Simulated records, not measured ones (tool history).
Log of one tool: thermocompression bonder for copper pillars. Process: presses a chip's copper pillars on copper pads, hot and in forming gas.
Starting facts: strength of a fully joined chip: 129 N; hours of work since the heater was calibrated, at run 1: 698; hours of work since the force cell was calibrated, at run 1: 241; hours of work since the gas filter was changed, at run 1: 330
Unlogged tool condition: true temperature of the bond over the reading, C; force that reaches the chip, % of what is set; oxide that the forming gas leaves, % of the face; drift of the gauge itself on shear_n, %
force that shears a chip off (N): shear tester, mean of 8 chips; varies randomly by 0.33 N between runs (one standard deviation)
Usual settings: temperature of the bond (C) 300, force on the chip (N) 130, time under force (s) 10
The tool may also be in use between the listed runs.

run,day,temperature of the bond (C),force on the chip (N),time under force (s),hours of work since the heater was calibrated,hours of work since the force cell was calibrated,hours of work since the gas filter was changed,force that shears a chip off (N)
1,0.000,300,130,10,698,241,330,90.7
2,1.158,300,130,10,714,257,346,90.4
3,2.188,300,130,10,728,271,360,90.1
4,3.704,313,130,10,749,292,381,96.9
# day 5.088: forming gas filter changed
5,5.292,313,130,10,771,314,3,99.7
6,6.717,313,130,10,791,334,23,98.9
7,8.867,300,130,10,821,364,52,92.2
8,10.583,300,130,10,845,388,76,92.3
9,12.667,300,171,10,873,417,105,102.4
10,14.004,300,171,10,892,435,124,102.0
11,15.975,300,171,10,919,463,151,101.2
12,17.438,300,130,10,940,483,172,91.3
13,19.138,300,130,13,963,507,195,97.3
14,20.479,300,110,10,982,525,214,84.1
15,21.850,300,110,10,1001,544,233,83.8
16,23.825,328,110,10,1029,572,260,97.7
17,25.333,328,110,10,1049,593,281,96.8
18,26.258,300,130,14,1062,606,294,97.3
19,27.346,300,97,10,1077,621,309,78.3
20,28.421,300,97,14,1092,636,324,86.2
21,30.354,318,130,10,1119,663,351,98.3
22,31.762,318,119,17,1139,682,371,105.0
23,32.850,318,119,17,1154,697,386,104.2
# day 34.033: forming gas filter changed
24,34.771,318,119,17,1180,724,10,107.7
25,36.554,318,119,17,1205,748,35,107.7
26,37.633,318,119,17,1220,763,50,107.6
27,39.771,318,119,17,1250,793,80,107.1
28,40.808,303,89,9,1264,807,94,75.2
29,43.021,324,139,9,1295,838,125,102.4
30,44.238,270,161,22,1312,855,142,100.1
31,45.971,304,120,15,1336,879,166,98.0
32,47.025,278,130,10,1351,894,181,78.3
33,48.900,272,117,7,1377,920,207,62.3
34,50.346,325,130,16,1397,940,227,109.8
35,51.833,272,130,7,1417,961,247,65.8
36,52.838,272,99,7,1431,975,261,55.8
37,53.867,272,99,7,1446,989,276,55.7
38,55.175,315,114,7,1464,1007,294,83.3
39,57.000,275,140,6,1489,1032,319,66.6
40,58.775,305,92,17,1514,1057,344,90.0
41,60.354,284,130,10,1536,1079,366,79.2

Forecast each of these 3 alternatives for the next run:
A,62.367,284,116,30,1564,1107,394,?
B,62.367,300,130,6,1564,1107,394,?
C,62.367,326,114,10,1564,1107,394,?

run,force that shears a chip off (N)
A,99.5
B,76.8
C,95.9
What these runs would have given with no unlogged condition in the tool:
run,force that shears a chip off (N)
A,106.7
B,83.7
C,102.6
